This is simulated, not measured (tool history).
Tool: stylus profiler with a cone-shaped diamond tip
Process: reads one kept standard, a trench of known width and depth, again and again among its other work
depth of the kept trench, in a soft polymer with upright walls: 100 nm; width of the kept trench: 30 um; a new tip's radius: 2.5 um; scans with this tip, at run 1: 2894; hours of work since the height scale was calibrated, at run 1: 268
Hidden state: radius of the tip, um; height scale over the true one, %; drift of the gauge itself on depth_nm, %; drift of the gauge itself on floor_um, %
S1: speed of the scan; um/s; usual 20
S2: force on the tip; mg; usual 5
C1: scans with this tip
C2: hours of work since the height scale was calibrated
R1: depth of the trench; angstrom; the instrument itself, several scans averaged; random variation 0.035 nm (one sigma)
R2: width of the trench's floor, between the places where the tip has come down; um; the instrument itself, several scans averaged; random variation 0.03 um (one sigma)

run 1 hour=0 | S1=20 S2=5 | C1=2894 C2=268 | R1=1029.2 R2=28.47
run 2 hour=18.5 | S1=20 S2=5 | C1=2986 C2=277 | R1=1029.6 R2=28.46
run 3 hour=43.8 | S1=7 S2=5 | C1=3113 C2=289 | R1=1029.2 R2=28.41
run 4 hour=72.7 | S1=20 S2=5 | C1=3257 C2=302 | R1=1029.4 R2=28.44
run 5 hour=89.9 | S1=20 S2=6.41 | C1=3343 C2=310 | R1=1033.8 R2=28.44
run 6 hour=119.1 | S1=20 S2=6.41 | C1=3489 C2=324 | R1=1034.6 R2=28.36
run 7 hour=136.9 | S1=20 S2=2.03 | C1=3578 C2=332 | R1=1017 R2=28.36
run 8 hour=161.4 | S1=53 S2=5 | C1=3701 C2=343 | R1=1029.8 R2=28.38
run 9 hour=189.6 | S1=20 S2=5 | C1=3841 C2=356 | R1=1029.5 R2=28.4
run 10 hour=217.4 | S1=20 S2=5 | C1=3980 C2=369 | R1=1029.4 R2=28.36
run 11 hour=233 | S1=20 S2=5 | C1=4058 C2=376 | R1=1030.3 R2=28.46
run 12 hour=254.9 | S1=8 S2=5 | C1=4167 C2=387 | R1=1029.7 R2=28.39
run 13 hour=276.8 | S1=63 S2=5 | C1=4277 C2=397 | R1=1029.6 R2=28.29
run 14 hour=309.7 | S1=63 S2=5 | C1=4441 C2=412 | R1=1029.8 R2=28.24
run 15 hour=341.1 | S1=20 S2=9.65 | C1=4598 C2=427 | R1=1045.8 R2=28.33
run 16 hour=356.9 | S1=20 S2=5 | C1=4677 C2=434 | R1=1030 R2=28.31
run 17 hour=374.6 | S1=20 S2=5 | C1=4766 C2=442 | R1=1029.9 R2=28.33
run 18 hour=404.4 | S1=20 S2=5 | C1=4914 C2=456 | R1=1029.6 R2=28.31
run 19 hour=431.4 | S1=20 S2=5 | C1=5049 C2=468 | R1=1029.9 R2=28.28
run 20 hour=445.5 | S1=20 S2=11.73 | C1=5120 C2=475 | R1=1051.3 R2=28.35
run 21 hour=459.5 | S1=20 S2=1.85 | C1=5190 C2=481 | R1=1015.9 R2=28.26
run 22 hour=489.9 | S1=20 S2=1.85 | C1=5341 C2=495 | R1=1016.4 R2=28.31
run 23 hour=520.9 | S1=20 S2=1.85 | C1=5496 C2=510 | R1=1016.2 R2=28.26
run 24 hour=541.4 | S1=9 S2=5 | C1=5599 C2=519 | R1=1030.4 R2=28.35
run 25 hour=561.9 | S1=9 S2=5 | C1=5701 C2=529 | R1=1030.8 R2=28.34
run 26 hour=586.8 | S1=9 S2=5 | C1=5825 C2=540 | R1=1030.3 R2=28.32
run 27 hour=604.9 | S1=9 S2=5 | C1=5916 C2=549 | R1=1029.7 R2=28.34
run 28 hour=631.4 | S1=9 S2=5 | C1=6048 C2=561 | R1=1029.9 R2=28.31
run 29 hour=664.4 | S1=7 S2=7.25 | C1=6213 C2=576 | R1=1038.2 R2=28.28
run 30 hour=687.9 | S1=7 S2=7.25 | C1=6330 C2=587 | R1=1038.6 R2=28.32
run 31 hour=716.9 | S1=7 S2=7.25 | C1=6475 C2=601 | R1=1038.2 R2=28.28
run 32 hour=743.3 | S1=7 S2=7.25 | C1=6607 C2=613 | R1=1038.6 R2=28.32
run 33 hour=769.7 | S1=39 S2=7.65 | C1=6739 C2=625 | R1=1040.1 R2=28.2
run 34 hour=803.8 | S1=49 S2=2.4 | C1=6909 C2=641 | R1=1020.2 R2=28.12
run 35 hour=828.2 | S1=49 S2=2.4 | C1=7031 C2=652 | R1=1019.7 R2=28.13
run 36 hour=842.5 | S1=49 S2=2.4 | C1=7103 C2=659 | R1=1020.4 R2=28.12
run 37 hour=870.9 | S1=49 S2=2.4 | C1=7245 C2=672 | R1=1020.1 R2=28.13
run 38 hour=898.7 | S1=49 S2=2.4 | C1=7383 C2=685 | R1=1019.6 R2=28.11
run 39 hour=919.3 | S1=52 S2=7.33 | C1=7486 C2=694 | R1=1039.3 R2=28.16
run 40 hour=941.4 | S1=20 S2=5 | C1=7597 C2=705 | R1=1030.8 R2=28.2
run 41 hour=969.7 | S1=20 S2=5 | C1=7738 C2=718 | R1=1031.1 R2=28.18
run 42 hour=986.7 | S1=20 S2=5 | C1=7823 C2=726 | R1=1031.4 R2=28.21
run 43 hour=1010.9 | S1=64 S2=8.89 | C1=7944 C2=737 | R1=1044.5 R2=28.11
run 44 hour=1034.8 | S1=51 S2=5.06 | C1=8063 C2=748 | R1=1032.2 R2=28.18
run 45 hour=1067.5 | S1=5 S2=7.06 | C1=8227 C2=763 | R1=1038.5 R2=28.2
run 46 hour=1099.1 | S1=5 S2=7.06 | C1=8385 C2=778 | R1=1038.8 R2=28.24

Hidden state or all else? Some run-to-run changes of R1, split into what the settings, what came in and random variation would give without the hidden state, and what is left for the hidden state (with any gauge scatter that isn't in both results):
Run 8 -> 9: S1 53 -> 20. R1 -0.3 angstrom: hidden state +0.2, all else -0.5.
Run 14 -> 15: S1 63 -> 20, S2 5 -> 9.65. R1 +16 angstrom: hidden state +0.2, all else +15.8.
Run 19 -> 20: S2 5 -> 11.73. R1 +21.4 angstrom: hidden state +0.2, all else +21.2.
Run 20 -> 21: S2 11.73 -> 1.85. R1 -35.4 angstrom: hidden state -0.1, all else -35.3.
Run 33 -> 34: S1 39 -> 49, S2 7.65 -> 2.4. R1 -19.9 angstrom: hidden state +0, all else -19.9.

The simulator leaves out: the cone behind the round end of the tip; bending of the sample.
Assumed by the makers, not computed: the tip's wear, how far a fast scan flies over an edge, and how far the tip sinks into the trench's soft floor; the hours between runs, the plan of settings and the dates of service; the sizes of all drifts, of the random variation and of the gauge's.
